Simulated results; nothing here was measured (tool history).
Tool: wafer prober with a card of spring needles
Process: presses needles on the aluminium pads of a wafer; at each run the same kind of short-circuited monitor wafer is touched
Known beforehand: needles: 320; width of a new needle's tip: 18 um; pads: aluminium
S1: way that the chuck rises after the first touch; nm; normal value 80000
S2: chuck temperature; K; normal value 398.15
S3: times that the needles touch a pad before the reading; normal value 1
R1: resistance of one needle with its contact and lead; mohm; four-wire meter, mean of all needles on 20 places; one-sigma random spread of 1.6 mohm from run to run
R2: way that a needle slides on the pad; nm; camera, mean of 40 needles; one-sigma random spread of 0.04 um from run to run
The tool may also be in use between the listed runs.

{"run": 1, "hour": 0.0, "S1": 80000, "S2": 398.15, "S3": 1, "R1": 304, "R2": 13470}
{"hour": 2.1, "done": "tips cleaned on abrasive film"}
{"run": 2, "hour": 9.1, "S1": 80000, "S2": 398.15, "S3": 1, "R1": 302, "R2": 13460}
{"hour": 11.3, "done": "tips cleaned on abrasive film"}
{"hour": 21.1, "done": "tips cleaned on abrasive film"}
{"run": 3, "hour": 21.3, "S1": 80000, "S2": 398.15, "S3": 1, "R1": 183, "R2": 13370}
{"run": 4, "hour": 27.6, "S1": 99000, "S2": 398.15, "S3": 1, "R1": 248, "R2": 16570}
{"hour": 30.7, "done": "tips cleaned on abrasive film"}
{"run": 5, "hour": 38.0, "S1": 99000, "S2": 398.15, "S3": 1, "R1": 257, "R2": 16570}
{"hour": 40.4, "done": "tips cleaned on abrasive film"}
{"run": 6, "hour": 49.2, "S1": 73000, "S2": 398.15, "S3": 1, "R1": 361, "R2": 12100}
{"hour": 50.0, "done": "tips cleaned on abrasive film"}
{"run": 7, "hour": 55.6, "S1": 73000, "S2": 398.15, "S3": 1, "R1": 320, "R2": 12140}
{"hour": 56.4, "done": "height of the first contact set anew"}
{"hour": 60.2, "done": "tips cleaned on abrasive film"}
{"run": 8, "hour": 66.9, "S1": 73000, "S2": 398.15, "S3": 1, "R1": 342, "R2": 12110}
{"hour": 70.2, "done": "tips cleaned on abrasive film"}
{"run": 9, "hour": 73.2, "S1": 80000, "S2": 373.15, "S3": 1, "R1": 262, "R2": 13280}
{"hour": 80.0, "done": "tips cleaned on abrasive film"}
{"run": 10, "hour": 85.5, "S1": 80000, "S2": 373.15, "S3": 1, "R1": 304, "R2": 13200}
{"hour": 90.0, "done": "tips cleaned on abrasive film"}
{"run": 11, "hour": 93.2, "S1": 61000, "S2": 308.15, "S3": 2, "R1": 285, "R2": 10020}
{"hour": 95.8, "done": "height of the first contact set anew, once more"}
{"hour": 100.1, "done": "tips cleaned on abrasive film"}
{"run": 12, "hour": 101.8, "S1": 61000, "S2": 308.15, "S3": 2, "R1": 230, "R2": 10230}
{"hour": 109.7, "done": "tips cleaned on abrasive film"}
{"run": 13, "hour": 114.0, "S1": 68000, "S2": 392.15, "S3": 1, "R1": 332, "R2": 11420}
{"hour": 119.2, "done": "tips cleaned on abrasive film"}
{"run": 14, "hour": 126.3, "S1": 68000, "S2": 392.15, "S3": 1, "R1": 373, "R2": 11380}
{"hour": 129.1, "done": "tips cleaned on abrasive film"}
{"run": 15, "hour": 132.2, "S1": 68000, "S2": 392.15, "S3": 1, "R1": 301, "R2": 11490}

Forecast run 16:
{"hour": 138.4, "done": "tips cleaned on abrasive film"}
{"run": 16, "hour": 143.4, "S1": 84000, "S2": 398.15, "S3": 1, "R1": "?", "R2": "?"}

{"run 16": {"R1": 279, "R2": 14100}}
Were there no unlogged condition in the tool, this run, its random variation unchanged, would have produced R1 156 mohm, R2 14170 nm.
